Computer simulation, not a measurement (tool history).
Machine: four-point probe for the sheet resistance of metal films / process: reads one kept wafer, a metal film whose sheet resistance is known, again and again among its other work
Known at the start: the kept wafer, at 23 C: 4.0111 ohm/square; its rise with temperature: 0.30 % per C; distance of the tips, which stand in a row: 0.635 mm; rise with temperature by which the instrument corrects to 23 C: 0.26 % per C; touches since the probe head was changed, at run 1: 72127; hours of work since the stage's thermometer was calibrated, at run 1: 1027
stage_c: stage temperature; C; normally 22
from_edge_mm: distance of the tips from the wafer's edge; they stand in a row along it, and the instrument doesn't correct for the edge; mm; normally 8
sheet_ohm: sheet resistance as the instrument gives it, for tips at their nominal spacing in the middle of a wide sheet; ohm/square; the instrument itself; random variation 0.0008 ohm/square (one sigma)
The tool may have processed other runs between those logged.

| run | hour | stage_c | from_edge_mm | touches since the probe head was changed | hours of work since the stage's thermometer was calibrated | sheet_ohm |
|---|---|---|---|---|---|---|
| 1 | 0.0 | 22 | 8 | 72127 | 1027 | 4.032570 |
| 2 | 54.6 | 22 | 8 | 73615 | 1053 | 4.030782 |
| 3 | 128.5 | 22 | 11 | 75633 | 1088 | 4.022298 |
| 4 | 193.9 | 22 | 11 | 77417 | 1120 | 4.024748 |
| 5 | 265.3 | 22 | 11 | 79363 | 1154 | 4.023413 |
| 6 | 332.2 | 22 | 11 | 81189 | 1186 | 4.021930 |
| 7 | 371.9 | 30 | 8 | 82271 | 1205 | 4.042796 |
| 8 | 419.3 | 22 | 8 | 83564 | 1228 | 4.029553 |
| 9 | 464.6 | 22 | 8 | 84801 | 1250 | 4.029659 |
| 10 | 506.8 | 22 | 8 | 85950 | 1270 | 4.029292 |
|  | 556.3 | new probe head fitted |
| 11 | 568.6 | 22 | 8 | 337 | 1299 | 4.035787 |
| 12 | 630.8 | 22 | 30 | 2032 | 1329 | 4.022621 |
| 13 | 691.2 | 22 | 5 | 3680 | 1358 | 4.057857 |
| 14 | 752.3 | 22 | 5 | 5347 | 1388 | 4.056441 |
| 15 | 793.6 | 22 | 8 | 6471 | 1408 | 4.035314 |
| 16 | 829.0 | 22 | 8 | 7438 | 1425 | 4.035637 |
| 17 | 893.9 | 21 | 5 | 9209 | 1456 | 4.054997 |
| 18 | 945.9 | 28 | 10 | 10626 | 1481 | 4.039384 |
| 19 | 995.3 | 25 | 5 | 11975 | 1505 | 4.059697 |
| 20 | 1052.4 | 30 | 8 | 13531 | 1532 | 4.047020 |
| 21 | 1084.9 | 32 | 25 | 14417 | 1548 | 4.037454 |
| 22 | 1145.0 | 19 | 12 | 16058 | 1577 | 4.021297 |
| 23 | 1196.0 | 26 | 8 | 17449 | 1601 | 4.041362 |
| 24 | 1253.9 | 25 | 10 | 19029 | 1629 | 4.033257 |
| 25 | 1308.6 | 25 | 10 | 20521 | 1655 | 4.034878 |
| 26 | 1379.8 | 25 | 10 | 22463 | 1689 | 4.033104 |
| 27 | 1428.1 | 20 | 16 | 23780 | 1713 | 4.019681 |

Hidden condition of the tool, last listed run before each entry between runs versus first listed run after:
Logged between run 10 and run 11: new probe head fitted (hour 556.3)
  inner tips' distance over the nominal, %: 0.039 -> 0.21; tips' flats over new ones', %: 109 -> 0; wafer's true temperature over the reading, C: 0.35 -> 0.36
  what was measured, less what the result would be without the hidden state, sheet_ohm: +0.005989 -> +0.013577 ohm/square
